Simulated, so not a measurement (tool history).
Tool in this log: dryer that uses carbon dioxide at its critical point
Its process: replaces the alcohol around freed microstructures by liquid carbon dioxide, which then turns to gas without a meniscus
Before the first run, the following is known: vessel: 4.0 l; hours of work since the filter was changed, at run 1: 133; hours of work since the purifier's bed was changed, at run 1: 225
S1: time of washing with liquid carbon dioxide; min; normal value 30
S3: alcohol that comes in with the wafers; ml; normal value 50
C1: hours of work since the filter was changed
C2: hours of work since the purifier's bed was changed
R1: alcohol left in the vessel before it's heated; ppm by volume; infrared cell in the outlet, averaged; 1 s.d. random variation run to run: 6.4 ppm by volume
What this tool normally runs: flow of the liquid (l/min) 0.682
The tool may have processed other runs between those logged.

Run 1, day 0.000: usual settings; C1 133; C2 225. Result: R1 397 ppm by volume.
Run 2, day 0.417: usual settings; C1 140; C2 231. Result: R1 390 ppm by volume.
Run 3, day 1.108: usual settings but S1 33 min; C1 150; C2 241. Result: R1 313 ppm by volume.
Run 4, day 1.838: usual settings but S1 33 min; C1 161; C2 252. Result: R1 328 ppm by volume.
Run 5, day 2.371: usual settings; C1 169; C2 260. Result: R1 440 ppm by volume.
Run 6, day 2.983: usual settings but S3 26 ml; C1 178; C2 269. Result: R1 289 ppm by volume.
Run 7, day 3.562: usual settings but S3 26 ml; C1 187; C2 278. Result: R1 297 ppm by volume.
Run 8, day 3.946: usual settings but S3 34 ml; C1 193; C2 284. Result: R1 350 ppm by volume.
Run 9, day 4.567: usual settings but S3 34 ml; C1 202; C2 293. Result: R1 351 ppm by volume.
Run 10, day 5.117: usual settings but S3 34 ml; C1 210; C2 301. Result: R1 355 ppm by volume.
Run 11, day 5.608: usual settings but S3 34 ml; C1 217; C2 309. Result: R1 360 ppm by volume.
Run 12, day 5.979: usual settings but flow of the liquid (l/min) 1.005, S3 102 ml; C1 223; C2 314. Result: R1 278 ppm by volume.
Run 13, day 6.279: usual settings but S1 23 min, flow of the liquid (l/min) 0.627; C1 228; C2 319. Result: R1 1092 ppm by volume.
Run 14, day 6.921: usual settings but S1 44 min, flow of the liquid (l/min) 0.452; C1 237; C2 329. Result: R1 502 ppm by volume.
Run 15, day 7.342: usual settings but S1 44 min, flow of the liquid (l/min) 0.452; C1 243; C2 335. Result: R1 516 ppm by volume.
Run 16, day 7.754: usual settings but flow of the liquid (l/min) 0.525, S3 26 ml; C1 250; C2 341. Result: R1 568 ppm by volume.
Run 17, day 8.162: usual settings but flow of the liquid (l/min) 0.525, S3 26 ml; C1 256; C2 347. Result: R1 553 ppm by volume.

Alternative continuations, all from the tool just after run 17; predict every row:
Run A, day 8.629: usual settings but flow of the liquid (l/min) 0.716; C1 263; C2 354. Result: R1 ?.
Run B, day 8.629: usual settings but S1 21 min, flow of the liquid (l/min) 0.437; C1 263; C2 354. Result: R1 ?.
Run C, day 8.629: usual settings but flow of the liquid (l/min) 0.986; C1 263; C2 354. Result: R1 ?.

run    R1
  A   450
  B  2578
  C   234
What these runs would have given with no unlogged condition in the tool:
run    R1
  A   224
  B  2124
  C    60
